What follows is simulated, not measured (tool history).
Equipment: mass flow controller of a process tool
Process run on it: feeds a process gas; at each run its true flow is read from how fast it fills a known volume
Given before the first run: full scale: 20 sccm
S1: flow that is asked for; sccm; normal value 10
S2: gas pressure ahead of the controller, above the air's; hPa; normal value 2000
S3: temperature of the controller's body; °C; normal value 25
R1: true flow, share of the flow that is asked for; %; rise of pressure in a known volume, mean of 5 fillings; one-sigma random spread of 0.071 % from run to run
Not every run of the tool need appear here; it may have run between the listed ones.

run 1 day=0 | S1=10 S2=2000 S3=25 | R1=100.4
run 2 day=5.296 | S1=10 S2=2000 S3=25 | R1=100.39
run 3 day=11.688 | S1=10 S2=2000 S3=25 | R1=100.49
run 4 day=17.671 | S1=10 S2=2000 S3=25 | R1=100.44
run 5 day=21.796 | S1=10 S2=2640 S3=25 | R1=100.2
run 6 day=28.558 | S1=10 S2=2640 S3=25 | R1=100.12
run 7 day=35.675 | S1=10 S2=1680 S3=25 | R1=100.78
run 8 day=40.546 | S1=3 S2=1630 S3=25 | R1=101.23
run 9 day=44.238 | S1=3 S2=1630 S3=25 | R1=101.31
run 10 day=52.579 | S1=6 S2=2000 S3=25 | R1=100.58
run 11 day=59.804 | S1=6 S2=2000 S3=25 | R1=100.78
run 12 day=65.496 | S1=10 S2=2170 S3=24 | R1=100.7
run 13 day=73.662 | S1=10 S2=2020 S3=31 | R1=100.36

Below are 3 alternative next runs, each starting from the tool's condition after run 13. Predict each:
run A day=79.021 | S1=11 S2=1500 S3=37 | R1=?
run B day=79.021 | S1=7 S2=2020 S3=24 | R1=?
run C day=79.021 | S1=2 S2=1660 S3=25 | R1=?

run=A R1=100.23
run=B R1=100.86
run=C R1=102.29
Stripped of hidden state, with their random variation kept, the same runs would have yielded:
run=A R1=98.92
run=B R1=99.31
run=C R1=99.12
